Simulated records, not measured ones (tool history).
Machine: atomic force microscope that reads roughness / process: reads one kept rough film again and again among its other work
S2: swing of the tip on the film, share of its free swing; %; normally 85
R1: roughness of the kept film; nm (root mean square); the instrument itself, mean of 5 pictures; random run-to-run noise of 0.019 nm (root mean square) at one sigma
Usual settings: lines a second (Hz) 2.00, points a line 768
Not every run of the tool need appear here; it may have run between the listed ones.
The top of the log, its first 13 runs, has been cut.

Run 14, day 11.646: usual settings. Result: R1 4.733 nm (root mean square).
At day 11.742: new tip fitted.
Run 15, day 12.288: usual settings. Result: R1 4.761 nm (root mean square).
Run 16, day 13.008: usual settings. Result: R1 4.701 nm (root mean square).
At day 14.058: new tip fitted.
Run 17, day 14.092: usual settings. Result: R1 4.727 nm (root mean square).
Run 18, day 15.146: usual settings. Result: R1 4.709 nm (root mean square).
Run 19, day 15.775: usual settings. Result: R1 4.716 nm (root mean square).
At day 16.479: new tip fitted.
Run 20, day 16.825: usual settings but lines a second (Hz) 0.90, S2 65 %, points a line 316. Result: R1 5.361 nm (root mean square).
Run 21, day 18.175: usual settings but lines a second (Hz) 3.68, S2 59 %, points a line 851. Result: R1 5.115 nm (root mean square).
At day 18.821: new tip fitted.
Run 22, day 18.888: usual settings but lines a second (Hz) 1.13, S2 78 %, points a line 656. Result: R1 5.186 nm (root mean square).
Run 23, day 20.058: usual settings but lines a second (Hz) 1.13, S2 78 %, points a line 656. Result: R1 5.163 nm (root mean square).
Run 24, day 20.912: usual settings but points a line 683. Result: R1 4.725 nm (root mean square).
At day 21.146: new tip fitted.
Run 25, day 21.983: usual settings but points a line 683. Result: R1 4.738 nm (root mean square).
Run 26, day 23.129: usual settings but lines a second (Hz) 1.65, S2 62 %, points a line 372. Result: R1 5.292 nm (root mean square).
At day 23.488: new tip fitted.
Run 27, day 24.104: usual settings but lines a second (Hz) 2.78. Result: R1 4.499 nm (root mean square).
Run 28, day 24.917: usual settings but lines a second (Hz) 0.75, S2 62 %, points a line 266. Result: R1 5.417 nm (root mean square).
At day 25.817: new tip fitted.
Run 29, day 25.925: usual settings but lines a second (Hz) 1.58, S2 66 %, points a line 478. Result: R1 5.260 nm (root mean square).
Run 30, day 26.700: usual settings but lines a second (Hz) 0.82, S2 70 %, points a line 614. Result: R1 5.350 nm (root mean square).
Run 31, day 27.550: usual settings but lines a second (Hz) 1.16, S2 72 %, points a line 554. Result: R1 5.243 nm (root mean square).
At day 28.217: new tip fitted.
Run 32, day 28.650: usual settings but lines a second (Hz) 1.16, S2 73 %, points a line 554. Result: R1 5.196 nm (root mean square).
Run 33, day 29.738: usual settings but lines a second (Hz) 3.74, S2 87 %, points a line 446. Result: R1 4.116 nm (root mean square).
At day 30.567: new tip fitted.
Run 34, day 30.712: usual settings but lines a second (Hz) 3.74, S2 87 %, points a line 563. Result: R1 4.094 nm (root mean square).
Run 35, day 31.283: usual settings but lines a second (Hz) 3.74, S2 87 %, points a line 563. Result: R1 4.104 nm (root mean square).
Run 36, day 32.267: usual settings but lines a second (Hz) 0.50, S2 75 %, points a line 306. Result: R1 5.338 nm (root mean square).

Each row is a separate what-if for the run after 36, all from the same tool condition, not one after another. Results?
At day 32.925: new tip fitted.
Run A, day 33.567: usual settings but lines a second (Hz) 1.35, S2 63 %, points a line 470. Result: R1 ?.
At day 32.925: new tip fitted.
Run B, day 33.567: usual settings but lines a second (Hz) 0.50, S2 70 %, points a line 306. Result: R1 ?.
At day 32.925: new tip fitted.
Run C, day 33.567: usual settings but lines a second (Hz) 3.29, S2 67 %, points a line 257. Result: R1 ?.
At day 32.925: new tip fitted.
Run D, day 33.567: usual settings but S2 73 %. Result: R1 ?.

run     R1
  A  5.319
  B  5.375
  C  4.977
  D  5.060
The same runs, with their run-to-run variation unchanged, on a tool lacking any hidden condition would have given:
run     R1
  A  5.323
  B  5.379
  C  4.981
  D  5.063
